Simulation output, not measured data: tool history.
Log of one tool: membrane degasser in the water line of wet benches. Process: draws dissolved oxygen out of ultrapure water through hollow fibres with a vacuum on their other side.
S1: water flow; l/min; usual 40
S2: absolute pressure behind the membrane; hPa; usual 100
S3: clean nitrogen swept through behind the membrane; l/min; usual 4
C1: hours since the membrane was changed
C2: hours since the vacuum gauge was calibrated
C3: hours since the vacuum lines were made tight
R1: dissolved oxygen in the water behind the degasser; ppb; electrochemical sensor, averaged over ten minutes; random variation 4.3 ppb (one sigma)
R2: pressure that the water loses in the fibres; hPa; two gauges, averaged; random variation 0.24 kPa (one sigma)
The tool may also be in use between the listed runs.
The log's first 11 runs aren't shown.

Run 12, day 65.683: usual settings but S3 3.08 l/min; C1 9367; C2 3504; C3 6564. Result: R1 538.9 ppb, R2 673.3 hPa.
Run 13, day 69.633: usual settings but S3 3.08 l/min; C1 9462; C2 3599; C3 6659. Result: R1 541 ppb, R2 674.5 hPa.
Run 14, day 76.396: usual settings but S3 3.08 l/min; C1 9624; C2 3761; C3 6821. Result: R1 535.4 ppb, R2 675.8 hPa.
Run 15, day 84.004: usual settings but S1 46 l/min, S3 3.08 l/min; C1 9807; C2 3944; C3 7004. Result: R1 712.2 ppb, R2 779.5 hPa.
At day 85.692: seals of the vacuum lines changed.
Run 16, day 88.204: usual settings; C1 9906; C2 4043; C3 60. Result: R1 498.1 ppb, R2 672.7 hPa.
Run 17, day 96.304: usual settings; C1 10100; C2 4237; C3 255. Result: R1 498.3 ppb, R2 677.3 hPa.
Run 18, day 103.942: usual settings but S1 49 l/min; C1 10283; C2 4421; C3 438. Result: R1 757.1 ppb, R2 826.5 hPa.
Run 19, day 111.217: usual settings but S1 33 l/min, S2 63 hPa, S3 5.77 l/min; C1 10458; C2 4595; C3 613. Result: R1 243.5 ppb, R2 565.1 hPa.
Run 20, day 118.629: usual settings but S1 50 l/min, S2 109 hPa, S3 7.18 l/min; C1 10636; C2 4773; C3 790. Result: R1 722.1 ppb, R2 852.4 hPa.
Run 21, day 123.729: usual settings but S1 28 l/min, S2 187 hPa, S3 6.77 l/min; C1 10758; C2 4895; C3 913. Result: R1 274.1 ppb, R2 477 hPa.
Run 22, day 129.608: usual settings but S2 129 hPa, S3 4.17 l/min; C1 10899; C2 5037; C3 1054. Result: R1 561.4 ppb, R2 684.4 hPa.
Run 23, day 134.833: usual settings but S3 2.37 l/min; C1 11025; C2 5162; C3 1179. Result: R1 598.1 ppb, R2 683.4 hPa.
Run 24, day 139.362: usual settings but S3 1.66 l/min; C1 11134; C2 5271; C3 1288. Result: R1 693 ppb, R2 680.7 hPa.
Run 25, day 144.704: usual settings but S1 64 l/min, S2 196 hPa; C1 11262; C2 5399; C3 1416. Result: R1 1464.1 ppb, R2 1093.1 hPa.
Run 26, day 151.383: usual settings but S1 61 l/min, S2 159 hPa, S3 3.24 l/min; C1 11422; C2 5559; C3 1577. Result: R1 1350 ppb, R2 1038.7 hPa.
Run 27, day 155.992: usual settings but S1 25 l/min, S3 5.41 l/min; C1 11533; C2 5670; C3 1687. Result: R1 154.3 ppb, R2 429.8 hPa.
Run 28, day 162.775: usual settings but S1 25 l/min, S3 5.41 l/min; C1 11695; C2 5833; C3 1850. Result: R1 155.3 ppb, R2 428.4 hPa.
At day 163.925: membrane cartridge changed.
Run 29, day 170.483: usual settings but S1 26 l/min, S2 138 hPa, S3 9.54 l/min; C1 157; C2 6014; C3 2031. Result: R1 132.9 ppb, R2 410.5 hPa.
Run 30, day 173.921: usual settings but S1 44 l/min, S2 92 hPa; C1 240; C2 6096; C3 2113. Result: R1 517.8 ppb, R2 696.6 hPa.
Run 31, day 180.017: usual settings but S1 44 l/min, S2 92 hPa; C1 386; C2 6242; C3 2260. Result: R1 502.5 ppb, R2 697.1 hPa.
Run 32, day 183.608: usual settings but S1 41 l/min, S2 92 hPa, S3 10.63 l/min; C1 472; C2 6329; C3 2346. Result: R1 356.2 ppb, R2 651.4 hPa.
Run 33, day 188.308: usual settings but S3 2.91 l/min; C1 585; C2 6441; C3 2459. Result: R1 486.8 ppb, R2 636 hPa.

3 ways to go on from here, each from the tool as it stands after run 33. What would each give?
Run A, day 193.425: usual settings but S1 28 l/min, S3 11.53 l/min; C1 708; C2 6564; C3 2582. Result: R1 ?, R2 ?.
Run B, day 193.425: usual settings but S2 81 hPa, S3 2.91 l/min; C1 708; C2 6564; C3 2582. Result: R1 ?, R2 ?.
Run C, day 193.425: usual settings but S3 2.24 l/min; C1 708; C2 6564; C3 2582. Result: R1 ?, R2 ?.

run     R1     R2
  A  127.4  443.6
  B  440.3  634.7
  C  531.8  633.4
Without the tool's hidden state the same runs would have given:
run     R1     R2
  A    124  441.4
  B  429.2  631.5
  C  519.6  630.3
